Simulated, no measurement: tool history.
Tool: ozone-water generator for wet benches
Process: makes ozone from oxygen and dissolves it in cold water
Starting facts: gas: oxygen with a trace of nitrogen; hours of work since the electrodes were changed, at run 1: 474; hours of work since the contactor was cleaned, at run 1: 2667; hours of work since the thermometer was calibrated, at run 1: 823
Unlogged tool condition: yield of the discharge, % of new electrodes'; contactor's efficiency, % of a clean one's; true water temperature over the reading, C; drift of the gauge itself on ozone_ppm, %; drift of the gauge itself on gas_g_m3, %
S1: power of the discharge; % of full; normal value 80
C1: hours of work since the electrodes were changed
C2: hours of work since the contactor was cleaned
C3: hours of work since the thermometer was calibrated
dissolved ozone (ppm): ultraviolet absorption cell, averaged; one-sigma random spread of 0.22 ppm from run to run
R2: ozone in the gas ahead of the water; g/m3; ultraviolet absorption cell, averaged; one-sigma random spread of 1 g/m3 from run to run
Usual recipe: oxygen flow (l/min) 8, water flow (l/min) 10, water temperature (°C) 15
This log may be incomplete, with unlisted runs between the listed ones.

run 1 hour=0 | S1=80 oxygen_flow_(l/min)=8 water_flow_(l/min)=10 water_temperature_(°C)=15 | C1=474 C2=2667 C3=823 | dissolved_ozone_(ppm)=30.7 R2=183.4
run 2 hour=24.7 | S1=80 oxygen_flow_(l/min)=8 water_flow_(l/min)=10 water_temperature_(°C)=15 | C1=493 C2=2686 C3=843 | dissolved_ozone_(ppm)=31.1 R2=181.1
run 3 hour=55.5 | S1=80 oxygen_flow_(l/min)=4.78 water_flow_(l/min)=10 water_temperature_(°C)=15 | C1=517 C2=2710 C3=867 | dissolved_ozone_(ppm)=35.5 R2=250.5
run 4 hour=97.5 | S1=91 oxygen_flow_(l/min)=4.78 water_flow_(l/min)=10 water_temperature_(°C)=15 | C1=550 C2=2743 C3=900 | dissolved_ozone_(ppm)=39.4 R2=285.2
run 5 hour=143.1 | S1=80 oxygen_flow_(l/min)=8 water_flow_(l/min)=10 water_temperature_(°C)=15 | C1=585 C2=2779 C3=935 | dissolved_ozone_(ppm)=30.2 R2=180.4
run 6 hour=171.9 | S1=80 oxygen_flow_(l/min)=8 water_flow_(l/min)=10 water_temperature_(°C)=15 | C1=608 C2=2801 C3=958 | dissolved_ozone_(ppm)=30.4 R2=180.2
run 7 hour=194.6 | S1=80 oxygen_flow_(l/min)=8 water_flow_(l/min)=10 water_temperature_(°C)=15 | C1=625 C2=2819 C3=975 | dissolved_ozone_(ppm)=30.8 R2=181.5
run 8 hour=220.4 | S1=80 oxygen_flow_(l/min)=5.13 water_flow_(l/min)=10 water_temperature_(°C)=15 | C1=646 C2=2839 C3=995 | dissolved_ozone_(ppm)=34.4 R2=238
run 9 hour=254.9 | S1=80 oxygen_flow_(l/min)=5.13 water_flow_(l/min)=10 water_temperature_(°C)=12 | C1=672 C2=2866 C3=1022 | dissolved_ozone_(ppm)=36.6 R2=239.1
run 10 hour=280 | S1=80 oxygen_flow_(l/min)=5.13 water_flow_(l/min)=10 water_temperature_(°C)=12 | C1=692 C2=2885 C3=1042 | dissolved_ozone_(ppm)=36.2 R2=237.3
run 11 hour=327.5 | S1=80 oxygen_flow_(l/min)=5.13 water_flow_(l/min)=10 water_temperature_(°C)=12 | C1=729 C2=2923 C3=1079 | dissolved_ozone_(ppm)=36.4 R2=235.3
run 12 hour=358.1 | S1=68 oxygen_flow_(l/min)=8 water_flow_(l/min)=10 water_temperature_(°C)=15 | C1=753 C2=2946 C3=1103 | dissolved_ozone_(ppm)=26 R2=155.1
run 13 hour=379.5 | S1=80 oxygen_flow_(l/min)=8 water_flow_(l/min)=10 water_temperature_(°C)=15 | C1=770 C2=2963 C3=1120 | dissolved_ozone_(ppm)=30.3 R2=177.7
run 14 hour=418.6 | S1=80 oxygen_flow_(l/min)=8 water_flow_(l/min)=7 water_temperature_(°C)=14 | C1=800 C2=2994 C3=1150 | dissolved_ozone_(ppm)=38.7 R2=180.3
run 15 hour=439.9 | S1=78 oxygen_flow_(l/min)=5.26 water_flow_(l/min)=7 water_temperature_(°C)=15 | C1=817 C2=3010 C3=1167 | dissolved_ozone_(ppm)=42.8 R2=227.5
run 16 hour=478.8 | S1=78 oxygen_flow_(l/min)=5.26 water_flow_(l/min)=7 water_temperature_(°C)=15 | C1=847 C2=3041 C3=1197 | dissolved_ozone_(ppm)=42.9 R2=227.3
run 17 hour=509.8 | S1=60 oxygen_flow_(l/min)=8 water_flow_(l/min)=10 water_temperature_(°C)=9 | C1=871 C2=3065 C3=1221 | dissolved_ozone_(ppm)=26 R2=138.4
run 18 hour=537.5 | S1=80 oxygen_flow_(l/min)=4.01 water_flow_(l/min)=10 water_temperature_(°C)=15 | C1=893 C2=3086 C3=1243 | dissolved_ozone_(ppm)=35.8 R2=275.7
run 19 hour=559 | S1=58 oxygen_flow_(l/min)=4.01 water_flow_(l/min)=13 water_temperature_(°C)=18 | C1=910 C2=3103 C3=1260 | dissolved_ozone_(ppm)=20 R2=204.3
run 20 hour=608.2 | S1=58 oxygen_flow_(l/min)=6.44 water_flow_(l/min)=13 water_temperature_(°C)=22 | C1=948 C2=3142 C3=1298 | dissolved_ozone_(ppm)=17 R2=151.5
run 21 hour=653.1 | S1=74 oxygen_flow_(l/min)=8 water_flow_(l/min)=10 water_temperature_(°C)=15 | C1=983 C2=3177 C3=1333 | dissolved_ozone_(ppm)=27.7 R2=164.4
run 22 hour=677.7 | S1=95 oxygen_flow_(l/min)=5.83 water_flow_(l/min)=7 water_temperature_(°C)=15 | C1=1002 C2=3196 C3=1352 | dissolved_ozone_(ppm)=48.9 R2=258.1
run 23 hour=726.3 | S1=95 oxygen_flow_(l/min)=5.83 water_flow_(l/min)=7 water_temperature_(°C)=15 | C1=1040 C2=3234 C3=1390 | dissolved_ozone_(ppm)=49.1 R2=254.5
run 24 hour=756.8 | S1=95 oxygen_flow_(l/min)=5.83 water_flow_(l/min)=7 water_temperature_(°C)=15 | C1=1064 C2=3257 C3=1414 | dissolved_ozone_(ppm)=48.7 R2=255.5
run 25 hour=787.4 | S1=95 oxygen_flow_(l/min)=5.83 water_flow_(l/min)=7 water_temperature_(°C)=15 | C1=1088 C2=3281 C3=1438 | dissolved_ozone_(ppm)=48.3 R2=255.1

What if the next run were any one of these 3? Each begins from the tool's condition after run 25:
run A hour=832.3 | S1=80 oxygen_flow_(l/min)=8 water_flow_(l/min)=10 water_temperature_(°C)=20 | C1=1123 C2=3316 C3=1473 | dissolved_ozone_(ppm)=? R2=?
run B hour=832.3 | S1=92 oxygen_flow_(l/min)=5.83 water_flow_(l/min)=7 water_temperature_(°C)=15 | C1=1123 C2=3316 C3=1473 | dissolved_ozone_(ppm)=? R2=?
run C hour=832.3 | S1=76 oxygen_flow_(l/min)=5.83 water_flow_(l/min)=6 water_temperature_(°C)=15 | C1=1123 C2=3316 C3=1473 | dissolved_ozone_(ppm)=? R2=?

run=A dissolved_ozone_(ppm)=27 R2=175.8
run=B dissolved_ozone_(ppm)=47.3 R2=245.8
run=C dissolved_ozone_(ppm)=43.7 R2=207.7
Had the tool no hidden state, the same runs would have come out as:
run=A dissolved_ozone_(ppm)=29.5 R2=181.2
run=B dissolved_ozone_(ppm)=51.4 R2=254.1
run=C dissolved_ozone_(ppm)=47 R2=213.7
